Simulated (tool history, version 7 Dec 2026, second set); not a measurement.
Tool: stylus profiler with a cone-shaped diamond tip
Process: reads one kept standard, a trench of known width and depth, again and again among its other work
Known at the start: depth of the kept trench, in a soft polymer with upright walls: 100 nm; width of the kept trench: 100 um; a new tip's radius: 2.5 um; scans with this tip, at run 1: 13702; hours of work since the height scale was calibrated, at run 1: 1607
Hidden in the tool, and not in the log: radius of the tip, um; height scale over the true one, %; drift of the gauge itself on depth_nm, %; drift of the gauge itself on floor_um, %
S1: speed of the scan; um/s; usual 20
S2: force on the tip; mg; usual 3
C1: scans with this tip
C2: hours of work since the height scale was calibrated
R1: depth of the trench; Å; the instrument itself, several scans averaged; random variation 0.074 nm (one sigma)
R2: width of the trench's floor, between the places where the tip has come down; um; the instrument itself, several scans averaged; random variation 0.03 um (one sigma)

run	hour	S1	S2	C1	C2	R1	R2
1	0	20	3	13702	1607	1008.5	98.13
2	57.9	20	5.1	13972	1639	1015.4	98.18
3	119.7	20	5.1	14262	1673	1014.9	98.12
4	215.7	20	5.1	14711	1726	1012.9	98.19
5	278.7	20	5.1	15005	1760	1013.5	98.15
6	351.1	20	5.1	15344	1800	1013.8	98.09
# hour 460.7: height scale calibrated on a step standard
7	482.1	20	5.1	15955	12	1022.6	98.16
8	575.9	20	5.1	16393	63	1021	98.19
9	634.4	20	5.1	16667	95	1021.2	98.1
10	699.6	28	2.94	16972	131	1014	98.05
11	759.6	60	2.77	17253	164	1015	97.89

The next listed run, before its measurement:
12	890.4	6	6.74	17865	236	?	?

R1: 1025.1 Å
R2: 98.16 um
Without the tool's hidden state the same run would have given R1 1025.5 Å, R2 98.61 um.

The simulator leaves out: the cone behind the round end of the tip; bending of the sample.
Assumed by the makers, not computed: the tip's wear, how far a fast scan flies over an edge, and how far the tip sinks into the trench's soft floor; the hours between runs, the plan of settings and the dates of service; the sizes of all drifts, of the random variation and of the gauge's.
